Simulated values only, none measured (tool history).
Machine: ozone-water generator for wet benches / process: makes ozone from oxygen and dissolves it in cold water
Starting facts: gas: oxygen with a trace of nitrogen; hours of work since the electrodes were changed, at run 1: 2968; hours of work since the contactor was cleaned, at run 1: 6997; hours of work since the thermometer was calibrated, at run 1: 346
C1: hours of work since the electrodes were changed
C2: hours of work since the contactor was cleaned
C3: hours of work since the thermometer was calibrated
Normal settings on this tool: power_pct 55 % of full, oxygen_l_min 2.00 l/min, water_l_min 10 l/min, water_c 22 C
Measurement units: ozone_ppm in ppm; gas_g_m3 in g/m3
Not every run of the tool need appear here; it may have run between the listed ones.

{"run": 1, "hour": 0.0, "power_pct": 55, "oxygen_l_min": 2.0, "water_l_min": 10, "water_c": 22, "C1": 2968, "C2": 6997, "C3": 346, "ozone_ppm": 18.9, "gas_g_m3": 200.1}
{"run": 2, "hour": 141.1, "power_pct": 55, "oxygen_l_min": 2.0, "water_l_min": 10, "water_c": 22, "C1": 3065, "C2": 7094, "C3": 443, "ozone_ppm": 19.1, "gas_g_m3": 202.2}
{"run": 3, "hour": 233.7, "power_pct": 55, "oxygen_l_min": 2.0, "water_l_min": 9, "water_c": 22, "C1": 3129, "C2": 7158, "C3": 506, "ozone_ppm": 20.9, "gas_g_m3": 203.1}
{"run": 4, "hour": 318.9, "power_pct": 55, "oxygen_l_min": 2.0, "water_l_min": 7, "water_c": 22, "C1": 3187, "C2": 7216, "C3": 565, "ozone_ppm": 25.1, "gas_g_m3": 203.7}
{"run": 5, "hour": 395.8, "power_pct": 55, "oxygen_l_min": 2.0, "water_l_min": 10, "water_c": 22, "C1": 3240, "C2": 7269, "C3": 618, "ozone_ppm": 18.9, "gas_g_m3": 203.6}
{"run": 6, "hour": 582.1, "power_pct": 55, "oxygen_l_min": 2.0, "water_l_min": 11, "water_c": 22, "C1": 3369, "C2": 7397, "C3": 746, "ozone_ppm": 17.6, "gas_g_m3": 207.1}
{"run": 7, "hour": 704.6, "power_pct": 55, "oxygen_l_min": 2.0, "water_l_min": 11, "water_c": 22, "C1": 3453, "C2": 7482, "C3": 830, "ozone_ppm": 17.4, "gas_g_m3": 202.6}
{"run": 8, "hour": 792.5, "power_pct": 55, "oxygen_l_min": 2.0, "water_l_min": 11, "water_c": 22, "C1": 3513, "C2": 7542, "C3": 891, "ozone_ppm": 17.4, "gas_g_m3": 203.5}
{"run": 9, "hour": 891.8, "power_pct": 55, "oxygen_l_min": 2.0, "water_l_min": 11, "water_c": 22, "C1": 3582, "C2": 7610, "C3": 959, "ozone_ppm": 17.5, "gas_g_m3": 201.2}
{"run": 10, "hour": 983.2, "power_pct": 55, "oxygen_l_min": 2.0, "water_l_min": 11, "water_c": 22, "C1": 3644, "C2": 7673, "C3": 1022, "ozone_ppm": 17.2, "gas_g_m3": 202.1}
{"run": 11, "hour": 1097.9, "power_pct": 57, "oxygen_l_min": 2.0, "water_l_min": 10, "water_c": 22, "C1": 3723, "C2": 7752, "C3": 1101, "ozone_ppm": 19.3, "gas_g_m3": 204.3}
{"run": 12, "hour": 1222.5, "power_pct": 55, "oxygen_l_min": 2.0, "water_l_min": 15, "water_c": 22, "C1": 3809, "C2": 7838, "C3": 1187, "ozone_ppm": 13.0, "gas_g_m3": 203.3}
{"run": 13, "hour": 1300.5, "power_pct": 55, "oxygen_l_min": 1.78, "water_l_min": 15, "water_c": 22, "C1": 3863, "C2": 7892, "C3": 1241, "ozone_ppm": 12.2, "gas_g_m3": 212.5}
{"run": 14, "hour": 1411.5, "power_pct": 55, "oxygen_l_min": 1.78, "water_l_min": 15, "water_c": 22, "C1": 3939, "C2": 7968, "C3": 1317, "ozone_ppm": 12.4, "gas_g_m3": 212.4}
{"run": 15, "hour": 1519.2, "power_pct": 60, "oxygen_l_min": 1.78, "water_l_min": 15, "water_c": 22, "C1": 4013, "C2": 8042, "C3": 1391, "ozone_ppm": 13.1, "gas_g_m3": 222.2}
{"run": 16, "hour": 1658.9, "power_pct": 60, "oxygen_l_min": 1.78, "water_l_min": 15, "water_c": 22, "C1": 4109, "C2": 8138, "C3": 1487, "ozone_ppm": 13.0, "gas_g_m3": 219.4}
{"run": 17, "hour": 1803.2, "power_pct": 60, "oxygen_l_min": 1.78, "water_l_min": 15, "water_c": 22, "C1": 4209, "C2": 8237, "C3": 1586, "ozone_ppm": 12.9, "gas_g_m3": 224.0}
{"run": 18, "hour": 1956.8, "power_pct": 98, "oxygen_l_min": 1.68, "water_l_min": 10, "water_c": 22, "C1": 4314, "C2": 8343, "C3": 1692, "ozone_ppm": 24.0, "gas_g_m3": 288.3}
{"run": 19, "hour": 2083.9, "power_pct": 52, "oxygen_l_min": 1.68, "water_l_min": 10, "water_c": 22, "C1": 4402, "C2": 8431, "C3": 1780, "ozone_ppm": 17.6, "gas_g_m3": 207.3}
{"run": 20, "hour": 2261.5, "power_pct": 52, "oxygen_l_min": 1.68, "water_l_min": 10, "water_c": 22, "C1": 4524, "C2": 8553, "C3": 1902, "ozone_ppm": 17.6, "gas_g_m3": 209.0}
{"run": 21, "hour": 2431.8, "power_pct": 52, "oxygen_l_min": 1.68, "water_l_min": 10, "water_c": 22, "C1": 4641, "C2": 8670, "C3": 2019, "ozone_ppm": 17.7, "gas_g_m3": 211.7}
{"run": 22, "hour": 2511.3, "power_pct": 60, "oxygen_l_min": 1.73, "water_l_min": 9, "water_c": 22, "C1": 4696, "C2": 8725, "C3": 2074, "ozone_ppm": 20.9, "gas_g_m3": 223.1}
{"run": 23, "hour": 2600.2, "power_pct": 55, "oxygen_l_min": 3.49, "water_l_min": 7, "water_c": 22, "C1": 4757, "C2": 8786, "C3": 2135, "ozone_ppm": 26.5, "gas_g_m3": 169.7}
{"run": 24, "hour": 2773.0, "power_pct": 91, "oxygen_l_min": 3.49, "water_l_min": 7, "water_c": 18, "C1": 4876, "C2": 8905, "C3": 2254, "ozone_ppm": 36.9, "gas_g_m3": 217.1}
{"run": 25, "hour": 2913.0, "power_pct": 91, "oxygen_l_min": 3.49, "water_l_min": 7, "water_c": 18, "C1": 4972, "C2": 9001, "C3": 2350, "ozone_ppm": 36.8, "gas_g_m3": 219.5}
{"run": 26, "hour": 3007.2, "power_pct": 94, "oxygen_l_min": 2.0, "water_l_min": 7, "water_c": 22, "C1": 5037, "C2": 9066, "C3": 2415, "ozone_ppm": 32.5, "gas_g_m3": 269.7}
{"run": 27, "hour": 3176.5, "power_pct": 94, "oxygen_l_min": 2.0, "water_l_min": 7, "water_c": 22, "C1": 5154, "C2": 9182, "C3": 2531, "ozone_ppm": 33.1, "gas_g_m3": 269.0}
{"run": 28, "hour": 3356.6, "power_pct": 94, "oxygen_l_min": 2.78, "water_l_min": 14, "water_c": 22, "C1": 5278, "C2": 9306, "C3": 2655, "ozone_ppm": 20.1, "gas_g_m3": 242.4}
{"run": 29, "hour": 3535.1, "power_pct": 60, "oxygen_l_min": 2.78, "water_l_min": 14, "water_c": 22, "C1": 5400, "C2": 9429, "C3": 2778, "ozone_ppm": 16.3, "gas_g_m3": 193.1}
{"run": 30, "hour": 3700.0, "power_pct": 60, "oxygen_l_min": 2.78, "water_l_min": 14, "water_c": 22, "C1": 5514, "C2": 9543, "C3": 2892, "ozone_ppm": 16.0, "gas_g_m3": 191.3}
{"run": 31, "hour": 3828.8, "power_pct": 86, "oxygen_l_min": 2.87, "water_l_min": 8, "water_c": 22, "C1": 5602, "C2": 9631, "C3": 2980, "ozone_ppm": 30.1, "gas_g_m3": 230.1}
{"hour": 3860.0, "done": "water thermometer calibrated"}
{"run": 32, "hour": 4016.1, "power_pct": 65, "oxygen_l_min": 1.32, "water_l_min": 13, "water_c": 19, "C1": 5731, "C2": 9760, "C3": 107, "ozone_ppm": 14.3, "gas_g_m3": 257.9}
{"run": 33, "hour": 4104.5, "power_pct": 44, "oxygen_l_min": 2.0, "water_l_min": 10, "water_c": 22, "C1": 5792, "C2": 9821, "C3": 168, "ozone_ppm": 17.1, "gas_g_m3": 184.2}

Had the tool no unlogged condition, and each run kept its random variation, what would the results have been?
What the log doesn't record here: yield of the discharge, % of new electrodes'; contactor's efficiency, % of a clean one's; true water temperature over the reading, C; drift of the gauge itself on ozone_ppm, %; drift of the gauge itself on gas_g_m3, %.
run=1 gas_g_m3=200.2
run=2 gas_g_m3=202.1
run=3 gas_g_m3=202.9
run=4 gas_g_m3=203.4
run=5 gas_g_m3=203.3
run=6 gas_g_m3=206.6
run=7 gas_g_m3=201.9
run=8 gas_g_m3=202.7
run=9 gas_g_m3=200.3
run=10 gas_g_m3=201.2
run=11 gas_g_m3=203.2
run=12 gas_g_m3=202.1
run=13 gas_g_m3=211.1
run=14 gas_g_m3=210.9
run=15 gas_g_m3=220.5
run=16 gas_g_m3=217.5
run=17 gas_g_m3=221.9
run=18 gas_g_m3=285.5
run=19 gas_g_m3=205.1
run=20 gas_g_m3=206.5
run=21 gas_g_m3=209.0
run=22 gas_g_m3=220.2
run=23 gas_g_m3=167.4
run=24 gas_g_m3=213.9
run=25 gas_g_m3=216.2
run=26 gas_g_m3=265.5
run=27 gas_g_m3=264.6
run=28 gas_g_m3=238.2
run=29 gas_g_m3=189.5
run=30 gas_g_m3=187.6
run=31 gas_g_m3=225.5
run=32 gas_g_m3=252.4
run=33 gas_g_m3=180.3
ozone_ppm: differs from the measured result by no more than 0.1 ppm in any run.
